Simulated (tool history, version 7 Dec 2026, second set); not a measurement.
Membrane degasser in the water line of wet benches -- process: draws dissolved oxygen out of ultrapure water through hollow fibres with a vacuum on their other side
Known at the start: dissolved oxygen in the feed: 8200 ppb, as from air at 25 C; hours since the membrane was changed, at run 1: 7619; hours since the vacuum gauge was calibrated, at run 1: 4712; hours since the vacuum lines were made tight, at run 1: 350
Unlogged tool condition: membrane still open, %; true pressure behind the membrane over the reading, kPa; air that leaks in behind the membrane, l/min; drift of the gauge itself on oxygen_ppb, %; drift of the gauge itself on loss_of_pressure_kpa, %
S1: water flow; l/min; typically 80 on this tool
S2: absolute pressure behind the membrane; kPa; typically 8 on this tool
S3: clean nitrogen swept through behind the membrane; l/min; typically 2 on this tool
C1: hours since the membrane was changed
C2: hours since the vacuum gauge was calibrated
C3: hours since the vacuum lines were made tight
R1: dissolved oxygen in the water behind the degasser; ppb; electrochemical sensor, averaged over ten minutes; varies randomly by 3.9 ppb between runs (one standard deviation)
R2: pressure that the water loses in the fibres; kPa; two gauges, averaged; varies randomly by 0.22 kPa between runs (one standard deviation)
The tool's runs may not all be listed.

Run 1, hour 0: usual settings; C1 7619; C2 4712; C3 350. Result: R1 426.3 ppb, R2 58.86 kPa.
At hour 23.5: vacuum gauge calibrated.
Run 2, hour 325.9: usual settings but S3 5.74 l/min; C1 7944; C2 302; C3 675. Result: R1 191.6 ppb, R2 59.06 kPa.
Run 3, hour 623.5: usual settings but S3 5.74 l/min; C1 8242; C2 600; C3 973. Result: R1 190.5 ppb, R2 59.54 kPa.
Run 4, hour 813.4: usual settings but S3 5.74 l/min; C1 8432; C2 790; C3 1163. Result: R1 197 ppb, R2 59.52 kPa.
At hour 1131.9: vacuum gauge calibrated, once more.
Run 5, hour 1131.9: usual settings but S3 5.74 l/min; C1 8750; C2 0; C3 1481. Result: R1 171 ppb, R2 59.51 kPa.
Run 6, hour 1366.5: usual settings but S3 5.74 l/min; C1 8984; C2 235; C3 1715. Result: R1 174.3 ppb, R2 59.69 kPa.
Run 7, hour 1622.3: usual settings but S3 5.74 l/min; C1 9240; C2 490; C3 1971. Result: R1 175.4 ppb, R2 59.8 kPa.
Run 8, hour 1847.3: usual settings; C1 9465; C2 715; C3 2196. Result: R1 388.7 ppb, R2 59.94 kPa.
Run 9, hour 2047.8: usual settings; C1 9666; C2 916; C3 2396. Result: R1 397.2 ppb, R2 59.95 kPa.
Run 10, hour 2245.4: usual settings but S1 111 l/min; C1 9863; C2 1114; C3 2594. Result: R1 525.6 ppb, R2 83.88 kPa.
Run 11, hour 2416.8: usual settings but S1 85 l/min; C1 10035; C2 1285; C3 2765. Result: R1 411.6 ppb, R2 64.24 kPa.
Run 12, hour 2627.9: usual settings but S1 85 l/min; C1 10246; C2 1496; C3 2977. Result: R1 425.9 ppb, R2 63.33 kPa.
Run 13, hour 2776.4: usual settings but S1 85 l/min, S3 1.65 l/min; C1 10394; C2 1644; C3 3125. Result: R1 482.2 ppb, R2 64.21 kPa.
Run 14, hour 3039: usual settings but S1 85 l/min, S3 1.65 l/min; C1 10657; C2 1907; C3 3388. Result: R1 495.6 ppb, R2 64.46 kPa.
At hour 3247.6: seals of the vacuum lines changed.
Run 15, hour 3355.8: usual settings but S1 85 l/min, S3 1.65 l/min; C1 10972; C2 2222; C3 108. Result: R1 487 ppb, R2 64.31 kPa.
Run 16, hour 3552.3: usual settings but S1 85 l/min, S3 1.93 l/min; C1 11168; C2 2418; C3 305. Result: R1 440.9 ppb, R2 64.45 kPa.
Run 17, hour 3830.3: usual settings but S1 85 l/min, S3 1.93 l/min; C1 11446; C2 2696; C3 583. Result: R1 443.1 ppb, R2 64.83 kPa.
At hour 3962.2: membrane cartridge changed.
Run 18, hour 4055.6: usual settings but S1 62 l/min, S2 11.36 kPa, S3 3.61 l/min; C1 93; C2 2918; C3 804. Result: R1 320.8 ppb, R2 43.49 kPa.
Run 19, hour 4210.1: usual settings but S1 69 l/min, S2 12.77 kPa, S3 3.9 l/min; C1 248; C2 3072; C3 959. Result: R1 389 ppb, R2 48.3 kPa.
Run 20, hour 4551.6: usual settings but S2 6.86 kPa, S3 2.41 l/min; C1 589; C2 3414; C3 1300. Result: R1 280.4 ppb, R2 55.89 kPa.
Run 21, hour 4708: usual settings but S2 6.86 kPa, S3 2.41 l/min; C1 746; C2 3570; C3 1456. Result: R1 280.2 ppb, R2 55.95 kPa.
Run 22, hour 4945: usual settings but S1 104 l/min, S2 6.86 kPa, S3 5.76 l/min; C1 983; C2 3807; C3 1693. Result: R1 187.2 ppb, R2 73.09 kPa.
Run 23, hour 5108.9: usual settings but S2 18 kPa, S3 0.91 l/min; C1 1147; C2 3971; C3 1857. Result: R1 1833 ppb, R2 56.58 kPa.
Run 24, hour 5259.1: usual settings but S2 18 kPa, S3 0.91 l/min; C1 1297; C2 4121; C3 2008. Result: R1 1800.6 ppb, R2 56.67 kPa.
Run 25, hour 5426.5: usual settings but S2 6.66 kPa, S3 1.79 l/min; C1 1464; C2 4289; C3 2175. Result: R1 343.6 ppb, R2 56.18 kPa.
Run 26, hour 5773.6: usual settings but S2 10.14 kPa, S3 1.05 l/min; C1 1811; C2 4636; C3 2522. Result: R1 894.5 ppb, R2 56.15 kPa.
At hour 5864.5: vacuum gauge calibrated.
Run 27, hour 6077.8: usual settings but S2 10.14 kPa, S3 1.05 l/min; C1 2115; C2 213; C3 2826. Result: R1 832 ppb, R2 56.94 kPa.
Run 28, hour 6381.6: usual settings but S2 10.14 kPa, S3 1.05 l/min; C1 2419; C2 517; C3 3129. Result: R1 852.7 ppb, R2 56.74 kPa.
Run 29, hour 6590.4: usual settings but S2 10.14 kPa, S3 1.05 l/min; C1 2628; C2 726; C3 3338. Result: R1 844.9 ppb, R2 56.88 kPa.
Run 30, hour 6795.2: usual settings but S1 51 l/min, S2 7 kPa, S3 3.27 l/min; C1 2832; C2 931; C3 3543. Result: R1 143.1 ppb, R2 36.65 kPa.
At hour 6848.7: seals of the vacuum lines changed.
Run 31, hour 7055.5: usual settings but S1 71 l/min, S2 6.35 kPa, S3 2.13 l/min; C1 3091; C2 1189; C3 207. Result: R1 231 ppb, R2 50.66 kPa.
Run 32, hour 7388.7: usual settings but S1 71 l/min, S2 6.35 kPa, S3 2.13 l/min; C1 3424; C2 1522; C3 540. Result: R1 238.2 ppb, R2 50.64 kPa.
Run 33, hour 7711.4: usual settings but S1 92 l/min, S2 6.35 kPa, S3 1.26 l/min; C1 3747; C2 1845; C3 863. Result: R1 424.6 ppb, R2 65.98 kPa.

What if the next run were any one of these 3? Each begins from the tool's condition after run 33:
Run A, hour 8047.4: usual settings but S2 8.94 kPa, S3 1.59 l/min; C1 4083; C2 2181; C3 1199. Result: R1 ?, R2 ?.
Run B, hour 8047.4: usual settings but S2 6.12 kPa; C1 4083; C2 2181; C3 1199. Result: R1 ?, R2 ?.
Run C, hour 8047.4: usual settings but S1 59 l/min, S3 2.81 l/min; C1 4083; C2 2181; C3 1199. Result: R1 ?, R2 ?.

run     R1     R2
  A  544.5  57.65
  B    260  57.39
  C  236.5  42.53
Without the tool's hidden state the same runs would have given:
run     R1     R2
  A  524.7  55.97
  B  241.5  55.71
  C  225.6  41.28
